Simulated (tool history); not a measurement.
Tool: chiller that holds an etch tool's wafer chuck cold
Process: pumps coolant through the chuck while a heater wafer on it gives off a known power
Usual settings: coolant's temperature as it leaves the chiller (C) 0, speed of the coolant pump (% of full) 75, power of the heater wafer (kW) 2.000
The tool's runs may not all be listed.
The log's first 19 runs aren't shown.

run,hour,coolant's temperature as it leaves the chiller (C),speed of the coolant pump (% of full),power of the heater wafer (kW),chuck's temperature once it has settled (C),how much warmer the coolant comes back (C)
20,2722.1,-8,88,2.000,8.3,8.09
21,2864.4,-7,75,2.070,11.7,9.84
22,2991.3,-7,75,2.070,11.9,9.90
23,3099.9,-7,75,1.191,3.9,5.78
24,3266.2,-3,75,1.207,7.9,5.87
25,3450.5,7,86,2.238,25.6,9.39
26,3621.9,-1,86,1.347,10.3,5.81
# hour 3783.8: coolant pump overhauled
27,3816.7,-7,86,1.262,3.2,5.39

Forecast run 28:
28,3989.0,-4,75,2.000,?,?

chuck's temperature once it has settled (C): 14.2
how much warmer the coolant comes back (C): 9.61
Without the tool's hidden state the same run would have given chuck's temperature once it has settled (C) 14.2, how much warmer the coolant comes back (C) 9.23.

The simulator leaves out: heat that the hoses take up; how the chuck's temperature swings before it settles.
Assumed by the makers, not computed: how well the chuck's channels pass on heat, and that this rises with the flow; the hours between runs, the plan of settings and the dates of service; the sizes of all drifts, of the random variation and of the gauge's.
